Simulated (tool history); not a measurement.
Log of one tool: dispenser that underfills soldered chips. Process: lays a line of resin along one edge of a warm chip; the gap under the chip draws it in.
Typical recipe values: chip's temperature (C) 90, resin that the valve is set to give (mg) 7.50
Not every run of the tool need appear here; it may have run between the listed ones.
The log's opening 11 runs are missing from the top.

| run | hour | chip's temperature (C) | resin that the valve is set to give (mg) | time until the resin shows at the far edge (s) | resin that the valve gave (mg) |
|---|---|---|---|---|---|
| 12 | 123.1 | 90 | 7.50 | 70.0 | 6.84 |
|  | 127.5 | new syringe of resin |
| 13 | 130.2 | 90 | 6.69 | 43.8 | 6.07 |
|  | 144.9 | new syringe of resin |
| 14 | 145.1 | 90 | 7.33 | 37.8 | 6.54 |
|  | 159.4 | dispensing valve cleaned and set on the balance |
| 15 | 160.6 | 90 | 7.32 | 72.8 | 7.33 |
|  | 163.6 | new syringe of resin |
| 16 | 172.1 | 90 | 9.05 | 51.6 | 8.96 |
|  | 181.6 | new syringe of resin |
| 17 | 185.4 | 97 | 9.19 | 29.5 | 9.09 |
|  | 198.8 | new syringe of resin |
| 18 | 200.6 | 103 | 6.54 | 23.4 | 6.33 |
| 19 | 207.7 | 103 | 6.54 | 33.3 | 6.37 |
|  | 216.4 | new syringe of resin |
| 20 | 223.5 | 103 | 6.54 | 29.4 | 6.39 |
|  | 233.7 | new syringe of resin |
| 21 | 234.1 | 83 | 8.31 | 50.6 | 7.99 |
| 22 | 248.1 | 79 | 7.50 | 123.2 | 7.13 |
|  | 251.6 | new syringe of resin |
| 23 | 263.9 | 79 | 7.50 | 110.1 | 7.09 |
|  | 269.0 | new syringe of resin |
| 24 | 272.7 | 92 | 7.50 | 40.1 | 7.07 |
| 25 | 281.9 | 84 | 9.75 | 88.2 | 9.14 |
|  | 286.8 | new syringe of resin |
| 26 | 294.3 | 84 | 9.75 | 66.6 | 9.03 |
| 27 | 303.6 | 101 | 8.75 | 49.4 | 8.13 |
|  | 305.1 | new syringe of resin |
| 28 | 318.1 | 101 | 8.75 | 41.0 | 7.93 |
|  | 322.2 | new syringe of resin |
| 29 | 331.3 | 76 | 7.13 | 116.7 | 6.46 |
|  | 339.9 | new syringe of resin |
| 30 | 344.4 | 76 | 7.13 | 93.4 | 6.40 |
|  | 349.5 | dispensing valve cleaned and set on the balance |
| 31 | 354.9 | 83 | 7.89 | 96.9 | 7.88 |
|  | 358.4 | new syringe of resin |
| 32 | 362.0 | 90 | 6.56 | 45.2 | 6.49 |

Branching from run 32: 3 alternative next runs. What would each branch give?
| A | 369.9 | 80 | 8.24 | ? | ? |
| B | 369.9 | 95 | 9.24 | ? | ? |
| C | 369.9 | 91 | 7.50 | ? | ? |

| run | time until the resin shows at the far edge (s) | resin that the valve gave (mg) |
|---|---|---|
| A | 100.3 | 8.13 |
| B | 48.7 | 9.19 |
| C | 60.1 | 7.43 |
Without the tool's unlogged condition, the same runs would have read:
| run | time until the resin shows at the far edge (s) | resin that the valve gave (mg) |
|---|---|---|
| A | 49.0 | 8.24 |
| B | 24.1 | 9.31 |
| C | 29.5 | 7.53 |
